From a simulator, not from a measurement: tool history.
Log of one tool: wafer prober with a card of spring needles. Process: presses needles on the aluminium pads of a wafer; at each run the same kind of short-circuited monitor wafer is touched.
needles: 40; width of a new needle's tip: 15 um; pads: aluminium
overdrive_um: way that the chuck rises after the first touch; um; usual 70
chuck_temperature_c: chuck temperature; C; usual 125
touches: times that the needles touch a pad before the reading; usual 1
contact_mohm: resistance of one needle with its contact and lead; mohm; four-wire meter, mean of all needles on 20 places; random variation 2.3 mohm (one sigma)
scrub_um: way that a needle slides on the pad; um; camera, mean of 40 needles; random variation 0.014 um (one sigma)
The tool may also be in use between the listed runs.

Run 1, hour 0.0: usual settings. Result: contact_mohm 311 mohm, scrub_um 12.26 um.
At hour 10.8: tips cleaned on abrasive film.
Run 2, hour 18.5: usual settings. Result: contact_mohm 316 mohm, scrub_um 12.24 um.
At hour 23.3: height of the first contact set anew.
At hour 33.1: tips cleaned on abrasive film.
Run 3, hour 39.0: usual settings but chuck_temperature_c 88 C. Result: contact_mohm 293 mohm, scrub_um 12.50 um.
Run 4, hour 52.5: usual settings but chuck_temperature_c 88 C. Result: contact_mohm 317 mohm, scrub_um 12.47 um.
At hour 53.8: tips cleaned on abrasive film.
Run 5, hour 69.1: usual settings but touches 2. Result: contact_mohm 291 mohm, scrub_um 12.47 um.
At hour 74.0: tips cleaned on abrasive film.
Run 6, hour 92.4: usual settings but touches 2. Result: contact_mohm 297 mohm, scrub_um 12.47 um.
At hour 94.1: tips cleaned on abrasive film.
At hour 115.8: tips cleaned on abrasive film.
Run 7, hour 118.6: usual settings but overdrive_um 69 um. Result: contact_mohm 290 mohm, scrub_um 12.26 um.
Run 8, hour 132.7: usual settings. Result: contact_mohm 323 mohm, scrub_um 12.43 um.
At hour 138.0: tips cleaned on abrasive film.
Run 9, hour 145.6: usual settings. Result: contact_mohm 307 mohm, scrub_um 12.42 um.
At hour 159.1: tips cleaned on abrasive film.
Run 10, hour 165.2: usual settings. Result: contact_mohm 308 mohm, scrub_um 12.41 um.
At hour 180.6: tips cleaned on abrasive film.
Run 11, hour 185.9: usual settings. Result: contact_mohm 298 mohm, scrub_um 12.39 um.
Run 12, hour 200.5: usual settings. Result: contact_mohm 327 mohm, scrub_um 12.39 um.
At hour 202.2: tips cleaned on abrasive film.
Run 13, hour 219.1: usual settings. Result: contact_mohm 325 mohm, scrub_um 12.37 um.
At hour 223.7: tips cleaned on abrasive film.
Run 14, hour 239.1: usual settings. Result: contact_mohm 324 mohm, scrub_um 12.36 um.
At hour 244.8: tips cleaned on abrasive film.
Run 15, hour 258.6: usual settings but overdrive_um 84 um, chuck_temperature_c 94 C, touches 2. Result: contact_mohm 271 mohm, scrub_um 14.85 um.
At hour 266.1: tips cleaned on abrasive film.
Run 16, hour 281.4: usual settings but overdrive_um 84 um, chuck_temperature_c 94 C, touches 2. Result: contact_mohm 274 mohm, scrub_um 14.84 um.
At hour 287.9: tips cleaned on abrasive film.
Run 17, hour 295.9: usual settings but chuck_temperature_c 89 C, touches 3. Result: contact_mohm 265 mohm, scrub_um 12.31 um.
At hour 308.4: tips cleaned on abrasive film.
Run 18, hour 317.1: usual settings but chuck_temperature_c 89 C, touches 3. Result: contact_mohm 265 mohm, scrub_um 12.31 um.
At hour 330.4: tips cleaned on abrasive film.
Run 19, hour 343.8: usual settings but chuck_temperature_c 32 C. Result: contact_mohm 310 mohm, scrub_um 12.30 um.
At hour 351.2: tips cleaned on abrasive film.
Run 20, hour 364.8: usual settings but chuck_temperature_c 63 C. Result: contact_mohm 312 mohm, scrub_um 12.30 um.
At hour 371.6: tips cleaned on abrasive film.
Run 21, hour 376.7: usual settings but overdrive_um 64 um, chuck_temperature_c 43 C, touches 2. Result: contact_mohm 271 mohm, scrub_um 11.19 um.
Run 22, hour 390.4: usual settings but overdrive_um 76 um, chuck_temperature_c 33 C, touches 2. Result: contact_mohm 274 mohm, scrub_um 13.33 um.
At hour 392.3: tips cleaned on abrasive film.
Run 23, hour 408.5: usual settings but overdrive_um 76 um, chuck_temperature_c 33 C, touches 2. Result: contact_mohm 279 mohm, scrub_um 13.33 um.
At hour 413.2: tips cleaned on abrasive film.
At hour 429.1: height of the first contact set anew.
Run 24, hour 433.1: usual settings but overdrive_um 85 um. Result: contact_mohm 308 mohm, scrub_um 15.19 um.
At hour 434.4: tips cleaned on abrasive film.
At hour 454.7: tips cleaned on abrasive film.
Run 25, hour 454.7: usual settings but overdrive_um 85 um. Result: contact_mohm 254 mohm, scrub_um 15.17 um.
Run 26, hour 470.3: usual settings but overdrive_um 78 um, chuck_temperature_c 55 C. Result: contact_mohm 303 mohm, scrub_um 13.92 um.
At hour 475.6: tips cleaned on abrasive film.
Run 27, hour 483.6: usual settings but overdrive_um 78 um, chuck_temperature_c 55 C. Result: contact_mohm 288 mohm, scrub_um 13.88 um.
At hour 495.7: tips cleaned on abrasive film.
Run 28, hour 507.9: usual settings but overdrive_um 79 um, chuck_temperature_c 30 C, touches 2. Result: contact_mohm 262 mohm, scrub_um 14.06 um.

The same runs without the tool's hidden state, with the same run-to-run variation:
The hidden state here: debris on the tips, nm; way that the needles fall short of the set height, um; tips' diameter, um; drift of the gauge itself on contact_mohm, %; drift of the gauge itself on scrub_um, %.
run  contact_mohm  scrub_um
  1           248     12.51
  2           256     12.50
  3           243     12.52
  4           240     12.49
  5           249     12.50
  6           253     12.52
  7           257     12.34
  8           251     12.52
  9           252     12.51
 10           255     12.52
 11           253     12.51
 12           252     12.50
 13           251     12.50
 14           251     12.51
 15           239     15.01
 16           240     15.02
 17           243     12.50
 18           243     12.52
 19           229     12.51
 20           231     12.52
 21           233     11.43
 22           227     13.57
 23           231     13.59
 24           252     15.19
 25           250     15.20
 26           234     13.94
 27           234     13.92
 28           222     14.12
